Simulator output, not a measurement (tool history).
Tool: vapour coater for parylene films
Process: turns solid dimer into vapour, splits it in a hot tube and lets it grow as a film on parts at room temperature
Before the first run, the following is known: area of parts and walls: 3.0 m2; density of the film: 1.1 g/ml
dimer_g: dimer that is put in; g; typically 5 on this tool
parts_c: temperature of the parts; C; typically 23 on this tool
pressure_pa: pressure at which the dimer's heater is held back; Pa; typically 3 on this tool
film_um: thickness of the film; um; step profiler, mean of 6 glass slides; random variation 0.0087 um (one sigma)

run,hour,dimer_g,parts_c,pressure_pa,film_um
1,0,5,23,3,0.925
2,38.3,5,23,8.73,0.829
3,60.1,5,23,8.73,0.837
4,97.9,5,23,8.73,0.831
5,144.3,5,23,8.73,0.823
6,165.8,5,23,8.73,0.823
7,190.1,5,23,3,0.889
8,235.5,5,23,3,0.869
9,273.6,5,23,3,0.873
10,323.5,5,23,3,0.851
11,366.8,5,23,3,0.931
12,388.9,5,23,3,0.932
13,418.8,5,23,3,0.924
14,462.1,5,23,3,0.923
15,494.5,5,23,3,0.919
16,537.3,5,23,3,0.905
17,580.9,5,23,3,0.901
18,601.9,5,23,3,0.887
19,637.7,5,23,8.62,0.792
20,684.3,9,23,8.62,1.45
21,719.2,9,23,8.62,1.427
22,746.1,9,23,8.62,1.428
23,796.3,6,17,8.28,1.339
24,832.4,2,21,7.1,0.361
25,870.5,4,24,3,0.691
26,895.2,4,24,3,0.67
27,921.5,4,24,3,0.663
28,966.4,3,28,11.52,0.368
29,1003.9,3,19,6.93,0.584
30,1037.5,2,23,2.44,0.355
31,1063.5,2,23,2.44,0.358
32,1093,5,35,2.9,0.468
33,1137,5,35,2.58,0.467
34,1172.6,5,35,2.58,0.456
35,1216,5,23,3.44,0.897
36,1260.8,5,23,3.44,0.897
37,1283.5,3,18,4.51,0.666
38,1309.8,5,19,3,1.092
39,1358.7,5,30,3,0.631

Put back what was entered between runs (5 entries, withheld): which listed runs does each sit between, and how does the hidden state differ from the listed run before to the listed run after?
After run 10, before run 11: trap's valve overhauled (hour 348.6)
  vapour lost through the trap's worn valve, %: 8.7 -> 1; true temperature of the parts over the reading, C: -0.64 -> -0.66
  the result without the hidden state subtracted from the measured one, film_um: -0.053 -> +0.021 um
After run 18, before run 19: table's thermometer calibrated (hour 606.3)
  vapour lost through the trap's worn valve, %: 6.3 -> 7; true temperature of the parts over the reading, C: -0.73 -> -0.84
  the result without the hidden state subtracted from the measured one, film_um: -0.026 -> -0.026 um
After run 22, before run 23: trap's valve overhauled (hour 763.6); table's thermometer calibrated, once more (hour 783)
  vapour lost through the trap's worn valve, %: 9.5 -> 1; true temperature of the parts over the reading, C: -0.87 -> -0.04
  the result without the hidden state subtracted from the measured one, film_um: -0.083 -> -0.012 um
After run 34, before run 35: trap's valve overhauled (hour 1180.9)
  vapour lost through the trap's worn valve, %: 9.7 -> 1.3; true temperature of the parts over the reading, C: -0.16 -> -0.18
  the result without the hidden state subtracted from the measured one, film_um: -0.046 -> -0.004 um
